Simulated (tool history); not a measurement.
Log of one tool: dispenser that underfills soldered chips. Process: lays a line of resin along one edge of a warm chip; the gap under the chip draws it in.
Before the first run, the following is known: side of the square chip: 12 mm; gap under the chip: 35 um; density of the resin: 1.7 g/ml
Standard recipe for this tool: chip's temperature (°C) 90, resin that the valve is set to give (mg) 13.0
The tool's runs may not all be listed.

run    day  chip's temperature (°C)  resin that the valve is set to give (mg)  time until the resin shows at the far edge (s)  resin that the valve gave (mg)
  1  0.000                       90                                      13.0                                           274.6                           12.83
     0.079  -- new syringe of resin
  2  0.229                       79                                      13.0                                           263.8                           12.77
  3  0.408                       83                                      13.0                                           291.3                           12.70
  4  0.579                       83                                      13.0                                           353.3                           12.70
     0.662  -- new syringe of resin
  5  0.867                       90                                      13.0                                           197.0                           12.65
  6  1.004                       90                                      13.0                                           231.8                           12.59
  7  1.158                       90                                      13.0                                           273.3                           12.54
     1.242  -- new syringe of resin
  8  1.342                       90                                      14.0                                           170.4                           13.47
  9  1.538                       90                                      14.0                                           214.2                           13.53
     1.838  -- new syringe of resin
 10  1.850                       90                                      14.0                                           156.8                           13.45
 11  2.050                       94                                      14.0                                           173.2                           13.51
 12  2.217                       94                                      14.0                                           207.2                           13.48
     2.408  -- new syringe of resin
 13  2.408                       94                                      14.0                                           136.7                           13.36
 14  2.654                       94                                      14.0                                           178.6                           13.39
 15  2.900                       94                                      14.0                                           236.5                           13.33
     3.000  -- new syringe of resin
 16  3.038                       94                                      14.0                                           142.8                           13.33
 17  3.283                       94                                      14.0                                           189.3                           13.22
     3.450  -- dispensing valve cleaned and set on the balance
 18  3.533                       94                                      14.0                                           236.0                           13.97
     3.621  -- new syringe of resin
 19  3.783                       81                                      14.7                                           260.8                           14.69
 20  3.967                       90                                      15.6                                           231.4                           15.52
     4.200  -- new syringe of resin
 21  4.212                       90                                      15.6                                           155.2                           15.52
 22  4.496                       90                                      12.4                                           223.2                           12.22
 23  4.675                       99                                      13.0                                           201.8                           12.91
     4.779  -- new syringe of resin
 24  4.942                       99                                      13.0                                           136.5                           12.88
 25  5.200                       99                                      13.0                                           181.6                           12.82
     5.362  -- new syringe of resin
 26  5.417                       94                                      11.8                                           146.8                           11.53
 27  5.712                       97                                      13.3                                           182.9                           13.10
 28  5.871                       95                                      11.3                                           244.2                           11.02
     5.933  -- new syringe of resin
 29  6.171                      103                                      16.0                                           129.9                           15.66
 30  6.454                       78                                      14.4                                           436.2                           14.08
     6.521  -- new syringe of resin
 31  6.671                       78                                      14.4                                           276.0                           13.95
 32  6.808                       97                                      16.8                                           162.8                           16.29
 33  7.075                       97                                      16.8                                           222.0                           16.23
     7.112  -- new syringe of resin
 34  7.383                       97                                      16.8                                           164.5                           16.19
 35  7.625                       99                                      16.1                                           207.5                           15.39

5 ways to go on from here, each from the tool as it stands after run 35. What would each give?
     7.704  -- new syringe of resin
  A  7.921                       90                                      13.1                                               ?                               ?
     7.704  -- new syringe of resin
  B  7.921                       90                                      11.3                                               ?                               ?
     7.704  -- new syringe of resin
  C  7.921                       77                                      11.3                                               ?                               ?
     7.704  -- new syringe of resin
  D  7.921                       97                                      15.5                                               ?                               ?
     7.704  -- new syringe of resin
  E  7.921                       94                                      11.0                                               ?                               ?

run  time until the resin shows at the far edge (s)  resin that the valve gave (mg)
  A                                           198.2                           12.58
  B                                           205.3                           10.88
  C                                           335.7                           10.88
  D                                           154.0                           14.91
  E                                           181.6                           10.57
The same runs, with their run-to-run variation unchanged, on a tool lacking any hidden condition would have given:
run  time until the resin shows at the far edge (s)  resin that the valve gave (mg)
  A                                           149.4                           13.11
  B                                           153.9                           11.34
  C                                           251.0                           11.34
  D                                           116.8                           15.54
  E                                           136.1                           11.02
